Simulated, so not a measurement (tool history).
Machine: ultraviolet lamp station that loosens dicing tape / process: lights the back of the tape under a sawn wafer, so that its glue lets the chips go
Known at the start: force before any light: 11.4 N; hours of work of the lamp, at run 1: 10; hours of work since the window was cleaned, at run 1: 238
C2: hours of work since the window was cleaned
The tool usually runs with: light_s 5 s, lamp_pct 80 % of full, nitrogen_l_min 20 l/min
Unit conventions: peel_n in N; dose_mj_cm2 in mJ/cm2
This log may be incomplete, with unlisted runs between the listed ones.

Run 1, day 0.000: usual settings; hours of work of the lamp 10; C2 238. Result: peel_n 0.406 N, dose_mj_cm2 399 mJ/cm2.
Run 2, day 1.371: usual settings; hours of work of the lamp 31; C2 259. Result: peel_n 0.413 N, dose_mj_cm2 388 mJ/cm2.
Run 3, day 2.642: usual settings; hours of work of the lamp 51; C2 279. Result: peel_n 0.432 N, dose_mj_cm2 378 mJ/cm2.
Run 4, day 3.825: usual settings; hours of work of the lamp 69; C2 297. Result: peel_n 0.443 N, dose_mj_cm2 382 mJ/cm2.
Run 5, day 5.221: usual settings but lamp_pct 88 % of full; hours of work of the lamp 91; C2 319. Result: peel_n 0.339 N, dose_mj_cm2 413 mJ/cm2.
Run 6, day 6.921: usual settings but lamp_pct 88 % of full; hours of work of the lamp 117; C2 345. Result: peel_n 0.361 N, dose_mj_cm2 406 mJ/cm2.
At day 8.338: window cleaned of glue's vapour.
Run 7, day 8.338: usual settings but lamp_pct 88 % of full; hours of work of the lamp 138; C2 0. Result: peel_n 0.288 N, dose_mj_cm2 452 mJ/cm2.
Run 8, day 9.325: usual settings but lamp_pct 88 % of full; hours of work of the lamp 154; C2 15. Result: peel_n 0.279 N, dose_mj_cm2 441 mJ/cm2.
Run 9, day 10.512: usual settings but lamp_pct 88 % of full; hours of work of the lamp 172; C2 34. Result: peel_n 0.295 N, dose_mj_cm2 432 mJ/cm2.
Run 10, day 12.538: usual settings but lamp_pct 88 % of full; hours of work of the lamp 203; C2 65. Result: peel_n 0.315 N, dose_mj_cm2 429 mJ/cm2.
Run 11, day 13.508: usual settings but lamp_pct 88 % of full; hours of work of the lamp 218; C2 80. Result: peel_n 0.321 N, dose_mj_cm2 426 mJ/cm2.
Run 12, day 15.258: usual settings; hours of work of the lamp 245; C2 107. Result: peel_n 0.441 N, dose_mj_cm2 380 mJ/cm2.
Run 13, day 16.162: usual settings; hours of work of the lamp 259; C2 121. Result: peel_n 0.435 N, dose_mj_cm2 380 mJ/cm2.
Run 14, day 17.450: usual settings; hours of work of the lamp 279; C2 141. Result: peel_n 0.448 N, dose_mj_cm2 373 mJ/cm2.
Run 15, day 18.883: usual settings; hours of work of the lamp 301; C2 163. Result: peel_n 0.471 N, dose_mj_cm2 374 mJ/cm2.
Run 16, day 20.283: usual settings; hours of work of the lamp 323; C2 184. Result: peel_n 0.493 N, dose_mj_cm2 362 mJ/cm2.
Run 17, day 21.821: usual settings; hours of work of the lamp 346; C2 208. Result: peel_n 0.512 N, dose_mj_cm2 362 mJ/cm2.
Run 18, day 22.858: usual settings; hours of work of the lamp 362; C2 224. Result: peel_n 0.516 N, dose_mj_cm2 356 mJ/cm2.
Run 19, day 24.279: usual settings but light_s 2 s, lamp_pct 93 % of full; hours of work of the lamp 384; C2 246. Result: peel_n 2.539 N, dose_mj_cm2 167 mJ/cm2.
Run 20, day 25.167: usual settings but light_s 2 s, lamp_pct 93 % of full; hours of work of the lamp 398; C2 259. Result: peel_n 2.617 N, dose_mj_cm2 158 mJ/cm2.
Run 21, day 26.204: usual settings but nitrogen_l_min 17 l/min; hours of work of the lamp 414; C2 275. Result: peel_n 0.680 N, dose_mj_cm2 349 mJ/cm2.
Run 22, day 28.117: usual settings but light_s 6 s, lamp_pct 95 % of full, nitrogen_l_min 29 l/min; hours of work of the lamp 443; C2 305. Result: peel_n 0.154 N, dose_mj_cm2 488 mJ/cm2.
Run 23, day 29.625: usual settings but light_s 3 s, lamp_pct 75 % of full, nitrogen_l_min 11 l/min; hours of work of the lamp 467; C2 328. Result: peel_n 2.976 N, dose_mj_cm2 190 mJ/cm2.
Run 24, day 30.538: usual settings but light_s 3 s, lamp_pct 75 % of full, nitrogen_l_min 11 l/min; hours of work of the lamp 481; C2 342. Result: peel_n 3.016 N, dose_mj_cm2 190 mJ/cm2.
At day 32.183: window cleaned of glue's vapour.
Run 25, day 32.433: usual settings but light_s 3 s, lamp_pct 62 % of full, nitrogen_l_min 11 l/min; hours of work of the lamp 510; C2 4. Result: peel_n 3.626 N, dose_mj_cm2 168 mJ/cm2.
Run 26, day 33.733: usual settings but light_s 8 s, nitrogen_l_min 26 l/min; hours of work of the lamp 530; C2 24. Result: peel_n 0.120 N, dose_mj_cm2 569 mJ/cm2.
Run 27, day 35.592: usual settings but light_s 6 s, nitrogen_l_min 24 l/min; hours of work of the lamp 558; C2 53. Result: peel_n 0.274 N, dose_mj_cm2 416 mJ/cm2.
Run 28, day 37.083: usual settings but light_s 3 s, lamp_pct 93 % of full; hours of work of the lamp 581; C2 76. Result: peel_n 1.364 N, dose_mj_cm2 237 mJ/cm2.
Run 29, day 38.871: usual settings but light_s 7 s, nitrogen_l_min 6 l/min; hours of work of the lamp 609; C2 103. Result: peel_n 0.920 N, dose_mj_cm2 474 mJ/cm2.
Run 30, day 40.225: usual settings but light_s 7 s, nitrogen_l_min 6 l/min; hours of work of the lamp 630; C2 124. Result: peel_n 0.962 N, dose_mj_cm2 473 mJ/cm2.
Run 31, day 41.342: usual settings but light_s 7 s, nitrogen_l_min 6 l/min; hours of work of the lamp 647; C2 141. Result: peel_n 0.977 N, dose_mj_cm2 466 mJ/cm2.
Run 32, day 42.212: usual settings but lamp_pct 63 % of full; hours of work of the lamp 660; C2 155. Result: peel_n 1.128 N, dose_mj_cm2 263 mJ/cm2.
Run 33, day 43.138: usual settings but light_s 3 s, lamp_pct 70 % of full, nitrogen_l_min 31 l/min; hours of work of the lamp 675; C2 169. Result: peel_n 1.905 N, dose_mj_cm2 172 mJ/cm2.
Run 34, day 44.625: usual settings but light_s 3 s, lamp_pct 70 % of full, nitrogen_l_min 10 l/min; hours of work of the lamp 698; C2 192. Result: peel_n 3.744 N, dose_mj_cm2 171 mJ/cm2.
Run 35, day 46.158: usual settings but light_s 3 s, lamp_pct 70 % of full, nitrogen_l_min 10 l/min; hours of work of the lamp 721; C2 215. Result: peel_n 3.695 N, dose_mj_cm2 164 mJ/cm2.

Predict each of these 5 candidate next runs independently; none follows another, all start after run 35:
Run A, day 47.512: usual settings but light_s 6 s; hours of work of the lamp 742; C2 236. Result: peel_n ?, dose_mj_cm2 ?.
Run B, day 47.512: usual settings but light_s 2 s, lamp_pct 62 % of full, nitrogen_l_min 6 l/min; hours of work of the lamp 742; C2 236. Result: peel_n ?, dose_mj_cm2 ?.
Run C, day 47.512: usual settings but light_s 3 s, lamp_pct 97 % of full, nitrogen_l_min 10 l/min; hours of work of the lamp 742; C2 236. Result: peel_n ?, dose_mj_cm2 ?.
Run D, day 47.512: usual settings but light_s 4 s, lamp_pct 76 % of full, nitrogen_l_min 34 l/min; hours of work of the lamp 742; C2 236. Result: peel_n ?, dose_mj_cm2 ?.
Run E, day 47.512: usual settings but nitrogen_l_min 8 l/min; hours of work of the lamp 742; C2 236. Result: peel_n ?, dose_mj_cm2 ?.

run  peel_n  dose_mj_cm2
  A   0.448          377
  B   6.622           96
  C   2.475          228
  D   0.889          241
  E   1.719          314
The same runs, with their run-to-run variation unchanged, on a tool lacking any hidden condition would have given:
run  peel_n  dose_mj_cm2
  A   0.192          511
  B   5.498          131
  C   1.463          310
  D   0.398          326
  E   0.904          425

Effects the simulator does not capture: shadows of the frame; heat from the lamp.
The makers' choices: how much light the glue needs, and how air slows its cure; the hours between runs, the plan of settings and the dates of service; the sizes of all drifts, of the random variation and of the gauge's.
